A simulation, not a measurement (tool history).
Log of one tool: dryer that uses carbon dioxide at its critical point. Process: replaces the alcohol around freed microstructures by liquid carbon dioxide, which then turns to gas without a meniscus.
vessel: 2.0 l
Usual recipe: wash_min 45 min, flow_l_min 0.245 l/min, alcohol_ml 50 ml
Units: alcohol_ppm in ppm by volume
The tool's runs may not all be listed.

run 1 hour=0 | wash_min=45 flow_l_min=0.245 alcohol_ml=50 | alcohol_ppm=277
run 2 hour=12.7 | wash_min=45 flow_l_min=0.245 alcohol_ml=50 | alcohol_ppm=290
run 3 hour=29.2 | wash_min=45 flow_l_min=0.245 alcohol_ml=50 | alcohol_ppm=288
run 4 hour=38 | wash_min=45 flow_l_min=0.245 alcohol_ml=50 | alcohol_ppm=294
run 5 hour=56.7 | wash_min=45 flow_l_min=0.245 alcohol_ml=50 | alcohol_ppm=302
run 6 hour=65.4 | wash_min=45 flow_l_min=0.245 alcohol_ml=50 | alcohol_ppm=294
run 7 hour=79 | wash_min=45 flow_l_min=0.245 alcohol_ml=50 | alcohol_ppm=312
run 8 hour=90.7 | wash_min=45 flow_l_min=0.245 alcohol_ml=52 | alcohol_ppm=320
run 9 hour=107.5 | wash_min=45 flow_l_min=0.245 alcohol_ml=52 | alcohol_ppm=317
run 10 hour=122 | wash_min=45 flow_l_min=0.245 alcohol_ml=52 | alcohol_ppm=323
run 11 hour=135.3 | wash_min=45 flow_l_min=0.211 alcohol_ml=52 | alcohol_ppm=521
run 12 hour=146 | wash_min=45 flow_l_min=0.211 alcohol_ml=52 | alcohol_ppm=532
run 13 hour=157.2 | wash_min=45 flow_l_min=0.211 alcohol_ml=52 | alcohol_ppm=535
run 14 hour=169.4 | wash_min=39 flow_l_min=0.211 alcohol_ml=52 | alcohol_ppm=840
run 15 hour=187.8 | wash_min=43 flow_l_min=0.211 alcohol_ml=47 | alcohol_ppm=571
run 16 hour=198.1 | wash_min=43 flow_l_min=0.211 alcohol_ml=47 | alcohol_ppm=587
run 17 hour=214 | wash_min=43 flow_l_min=0.211 alcohol_ml=47 | alcohol_ppm=592
run 18 hour=222.7 | wash_min=43 flow_l_min=0.289 alcohol_ml=35 | alcohol_ppm=222
-- hour=235.3 inlet filter changed
run 19 hour=239.8 | wash_min=45 flow_l_min=0.383 alcohol_ml=26 | alcohol_ppm=180
run 20 hour=257.6 | wash_min=47 flow_l_min=0.149 alcohol_ml=113 | alcohol_ppm=2551
run 21 hour=268.7 | wash_min=49 flow_l_min=0.245 alcohol_ml=64 | alcohol_ppm=280
run 22 hour=281.6 | wash_min=49 flow_l_min=0.245 alcohol_ml=64 | alcohol_ppm=285
run 23 hour=291.9 | wash_min=49 flow_l_min=0.245 alcohol_ml=64 | alcohol_ppm=289
run 24 hour=303.5 | wash_min=30 flow_l_min=0.245 alcohol_ml=64 | alcohol_ppm=1194
run 25 hour=322.1 | wash_min=30 flow_l_min=0.245 alcohol_ml=22 | alcohol_ppm=538
run 26 hour=335.6 | wash_min=30 flow_l_min=0.245 alcohol_ml=22 | alcohol_ppm=537

Branching from run 26: 4 alternative next runs. What would each branch give?
run A hour=344.8 | wash_min=56 flow_l_min=0.197 alcohol_ml=50 | alcohol_ppm=?
run B hour=344.8 | wash_min=65 flow_l_min=0.218 alcohol_ml=53 | alcohol_ppm=?
run C hour=344.8 | wash_min=48 flow_l_min=0.295 alcohol_ml=23 | alcohol_ppm=?
run D hour=344.8 | wash_min=30 flow_l_min=0.245 alcohol_ml=77 | alcohol_ppm=?

run=A alcohol_ppm=346
run=B alcohol_ppm=230
run=C alcohol_ppm=197
run=D alcohol_ppm=1448
With no hidden state in the tool, these same runs would have given:
run=A alcohol_ppm=151
run=B alcohol_ppm=43
run=C alcohol_ppm=10
run=D alcohol_ppm=1174
